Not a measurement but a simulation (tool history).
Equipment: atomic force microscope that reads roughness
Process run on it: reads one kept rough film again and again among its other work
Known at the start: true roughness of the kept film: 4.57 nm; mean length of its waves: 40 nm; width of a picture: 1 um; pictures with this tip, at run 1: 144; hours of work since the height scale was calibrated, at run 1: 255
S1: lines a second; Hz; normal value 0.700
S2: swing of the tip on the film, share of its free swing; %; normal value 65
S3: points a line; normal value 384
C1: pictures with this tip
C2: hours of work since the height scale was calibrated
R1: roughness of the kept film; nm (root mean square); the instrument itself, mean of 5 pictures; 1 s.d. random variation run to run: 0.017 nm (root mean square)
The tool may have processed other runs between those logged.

run,day,S1,S2,S3,C1,C2,R1
1,0.000,0.700,65,384,144,255,3.896
2,0.283,0.700,65,476,155,259,3.877
3,0.700,0.700,65,278,171,266,3.813
4,0.983,0.700,65,278,183,271,3.810
5,1.212,0.700,65,278,192,275,3.756
6,1.608,0.700,65,278,207,282,3.743
7,2.017,1.267,65,384,224,289,3.685
8,2.229,1.267,65,384,232,292,3.627
9,2.546,1.267,65,384,245,298,3.625
10,2.742,0.700,65,664,252,301,3.671
11,3.171,1.946,65,384,269,308,3.500
12,3.417,1.946,65,384,279,312,3.475
# day 3.517: new tip fitted
13,3.775,1.946,65,384,11,318,4.027
14,3.971,0.507,85,279,18,321,4.089
15,4.196,0.507,85,279,27,325,4.002
16,4.454,0.507,85,279,37,330,4.011
17,4.746,0.507,85,279,49,335,3.991
18,5.100,1.661,76,279,63,341,3.782
19,5.400,1.661,76,279,75,346,3.705
20,5.708,0.700,88,757,87,351,3.815
21,5.988,0.606,68,1014,98,356,3.952
22,6.238,0.700,65,324,108,360,3.923

Alternative continuations, all from the tool just after run 22; predict every row:
A,6.671,1.323,63,389,125,367,?
B,6.671,0.608,57,970,125,367,?
C,6.671,0.700,75,867,125,367,?
D,6.671,1.506,83,389,125,367,?

run,R1
A,3.836
B,3.923
C,3.848
D,3.548
With the hidden condition removed and each run's random variation left untouched, the same runs would have given:
run,R1
A,4.150
B,4.245
C,4.164
D,3.839

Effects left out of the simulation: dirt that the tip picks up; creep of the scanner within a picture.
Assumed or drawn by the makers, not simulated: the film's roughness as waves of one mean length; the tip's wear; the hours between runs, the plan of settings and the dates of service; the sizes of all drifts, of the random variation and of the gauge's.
